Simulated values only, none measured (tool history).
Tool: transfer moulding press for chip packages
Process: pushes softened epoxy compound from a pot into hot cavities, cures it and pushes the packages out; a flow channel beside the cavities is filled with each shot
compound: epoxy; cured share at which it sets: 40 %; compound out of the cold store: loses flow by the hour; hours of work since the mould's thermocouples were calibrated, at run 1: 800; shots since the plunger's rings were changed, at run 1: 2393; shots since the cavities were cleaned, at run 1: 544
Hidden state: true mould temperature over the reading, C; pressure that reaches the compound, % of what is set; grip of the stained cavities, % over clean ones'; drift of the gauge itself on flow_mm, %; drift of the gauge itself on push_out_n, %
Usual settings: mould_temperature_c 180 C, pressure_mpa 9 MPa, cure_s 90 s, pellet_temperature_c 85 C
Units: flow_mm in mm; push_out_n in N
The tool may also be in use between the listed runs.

run,hour,mould_temperature_c,pressure_mpa,cure_s,pellet_temperature_c,hours of work since the mould's thermocouples were calibrated,shots since the plunger's rings were changed,shots since the cavities were cleaned,incoming compound's hours out of the cold store,flow_mm,push_out_n
1,0,180,9,90,85,800,2393,544,32.9,711,439
# hour 45.7: cavities cleaned with cleaning compound and waxed
2,46.2,180,9,90,85,822,2780,5,36,691,293
3,69.4,180,9,90,85,833,2979,204,24.1,729,362
4,101.1,180,9,90,85,848,3254,479,8.1,763,456
5,142.7,180,9,90,85,868,3613,838,39.1,684,514
# hour 154.7: cavities cleaned with cleaning compound and waxed
# hour 160.1: mould's thermocouples calibrated
6,188,180,9,90,85,13,3973,270,8.8,758,415
7,216.2,180,9,90,85,27,4217,514,19.7,740,464
8,238,180,9,90,87,38,4405,702,10.1,751,499
# hour 246.3: plunger's sealing rings changed
# hour 267.9: cavities cleaned with cleaning compound and waxed
9,267.9,186,9,90,85,50,174,0,46.7,668,256
10,313.9,186,9,90,85,72,571,397,11.1,790,382
11,342.7,180,9,90,85,86,819,645,19.1,769,510
# hour 376.6: cavities cleaned with cleaning compound and waxed
12,386.1,180,9,90,85,107,1181,82,13,775,337
13,425.9,180,9,90,85,126,1524,425,34.8,703,446
14,472.9,180,9,90,85,149,1930,831,16.4,756,517
# hour 487.9: cavities cleaned with cleaning compound and waxed
15,503.7,174,7.5,85,76,163,2184,137,24.2,695,542
16,530.4,180,9,90,85,176,2414,367,14.1,758,430
17,561.4,180,8.15,119,85,191,2681,634,42.1,646,413
18,585.8,182,9,90,85,203,2892,845,36.4,689,494
# hour 599.6: cavities cleaned with cleaning compound and waxed
19,612.9,182,9,90,83,215,3113,115,20.3,719,321
20,640.8,182,9,90,83,228,3354,356,24.6,712,386
21,681.3,182,8.47,77,83,248,3704,706,12.7,714,619
# hour 708.7: cavities cleaned with cleaning compound and waxed
22,708.7,180,9,99,84,261,3927,0,38.5,673,257
23,730.2,180,7.78,121,90,271,4113,186,47.8,598,307
24,756.2,180,9,90,87,284,4337,410,33.2,688,416
# hour 774.3: plunger's sealing rings changed
25,786.5,180,9,90,87,297,105,650,24.9,752,484
# hour 821.2: cavities cleaned with cleaning compound and waxed
26,834,180,8.96,70,85,319,503,111,37.2,712,555
27,869.3,180,9,90,76,336,807,415,17.4,782,458
28,915.2,180,9,90,76,359,1203,811,40.5,714,507

Forecast each of these 3 alternatives for the next run:
# hour 930.8: cavities cleaned with cleaning compound and waxed
A,944.8,178,9.3,108,76,372,1446,121,26.4,?,?
# hour 930.8: cavities cleaned with cleaning compound and waxed
B,944.8,182,9,90,88,372,1446,121,11.5,?,?
# hour 930.8: cavities cleaned with cleaning compound and waxed
C,944.8,187,9,81,76,372,1446,121,42.3,?,?

run,flow_mm,push_out_n
A,752,295
B,769,337
C,678,314
Without the tool's hidden state the same runs would have given:
run,flow_mm,push_out_n
A,769,254
B,787,294
C,693,273
